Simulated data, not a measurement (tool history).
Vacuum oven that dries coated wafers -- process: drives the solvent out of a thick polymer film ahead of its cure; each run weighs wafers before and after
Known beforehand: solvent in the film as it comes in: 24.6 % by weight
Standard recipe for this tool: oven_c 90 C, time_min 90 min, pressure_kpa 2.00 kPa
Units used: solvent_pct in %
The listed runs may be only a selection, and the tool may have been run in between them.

run 1 hour=0.0 | oven_c=90 time_min=90 pressure_kpa=2.00 | solvent_pct=3.38
run 2 hour=22.7 | oven_c=90 time_min=90 pressure_kpa=2.00 | solvent_pct=3.38
run 3 hour=47.2 | oven_c=90 time_min=90 pressure_kpa=2.00 | solvent_pct=3.38
run 4 hour=59.2 | oven_c=90 time_min=90 pressure_kpa=2.00 | solvent_pct=3.35
run 5 hour=83.9 | oven_c=90 time_min=120 pressure_kpa=2.00 | solvent_pct=2.76
run 6 hour=109.3 | oven_c=90 time_min=120 pressure_kpa=2.00 | solvent_pct=2.73
run 7 hour=129.3 | oven_c=90 time_min=120 pressure_kpa=5.95 | solvent_pct=7.46
run 8 hour=142.1 | oven_c=83 time_min=120 pressure_kpa=3.86 | solvent_pct=7.60
-- hour=145.2 vacuum gauge cleaned of residue and calibrated
run 9 hour=165.3 | oven_c=102 time_min=146 pressure_kpa=1.27 | solvent_pct=1.00
run 10 hour=180.6 | oven_c=90 time_min=47 pressure_kpa=1.21 | solvent_pct=5.69
-- hour=192.7 vacuum gauge cleaned of residue and calibrated, once more
run 11 hour=202.8 | oven_c=90 time_min=47 pressure_kpa=1.21 | solvent_pct=5.55
run 12 hour=225.3 | oven_c=92 time_min=47 pressure_kpa=3.65 | solvent_pct=6.84
run 13 hour=249.4 | oven_c=99 time_min=90 pressure_kpa=1.67 | solvent_pct=1.52

What if the next run were any one of these 5? Each begins from the tool's condition after run 13:
run A hour=261.6 | oven_c=97 time_min=90 pressure_kpa=2.00 | solvent_pct=?
run B hour=261.6 | oven_c=96 time_min=100 pressure_kpa=1.14 | solvent_pct=?
run C hour=261.6 | oven_c=90 time_min=48 pressure_kpa=2.00 | solvent_pct=?
run D hour=261.6 | oven_c=77 time_min=152 pressure_kpa=2.47 | solvent_pct=?
run E hour=261.6 | oven_c=99 time_min=90 pressure_kpa=2.00 | solvent_pct=?

run=A solvent_pct=1.94
run=B solvent_pct=1.19
run=C solvent_pct=6.18
run=D solvent_pct=7.56
run=E solvent_pct=1.78
Take away the tool's hidden state, keep each run's random variation, and the runs would have read:
run=A solvent_pct=1.86
run=B solvent_pct=1.14
run=C solvent_pct=5.80
run=D solvent_pct=7.15
run=E solvent_pct=1.72
